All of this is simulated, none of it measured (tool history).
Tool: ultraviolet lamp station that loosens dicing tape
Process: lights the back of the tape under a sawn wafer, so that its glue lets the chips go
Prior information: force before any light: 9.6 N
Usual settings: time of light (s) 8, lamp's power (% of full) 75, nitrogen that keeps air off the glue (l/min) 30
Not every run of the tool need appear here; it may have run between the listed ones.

run	day	time of light (s)	lamp's power (% of full)	nitrogen that keeps air off the glue (l/min)	force that peels the tape off (N)	light that reached the tape (J/m2)
1	0.000	8	75	30	1.145	2350
2	0.917	6	75	30	1.865	1800
3	2.396	6	75	30	1.849	1830
4	3.217	8	89	30	0.838	2790
5	4.967	8	89	30	0.809	2820
6	6.225	8	89	30	0.847	2800
7	7.200	8	89	30	0.877	2770
8	9.158	8	89	25	0.975	2750
9	10.758	6	83	25	1.894	1960
10	12.521	6	83	25	1.727	2010
11	14.346	6	83	25	1.746	2010
12	15.175	6	65	25	2.511	1540
13	16.550	7	95	50	0.639	2710

Not shown here: 1 entry made in the log between runs. Locate each between two listed runs and compare the hidden state at the listed run before it with the hidden state at the listed run after it:
After run 9, before run 10: window cleaned of glue's vapour (day 11.671)
  lamp's light, % of a new lamp's: 86.3 -> 86; light that the window lets through, % of a clean one's: 93.2 -> 98.8
  measured value less the no-hidden-state value, force that peels the tape off (N): +0.578 -> +0.420; light that reached the tape (J/m2): -480 -> -360

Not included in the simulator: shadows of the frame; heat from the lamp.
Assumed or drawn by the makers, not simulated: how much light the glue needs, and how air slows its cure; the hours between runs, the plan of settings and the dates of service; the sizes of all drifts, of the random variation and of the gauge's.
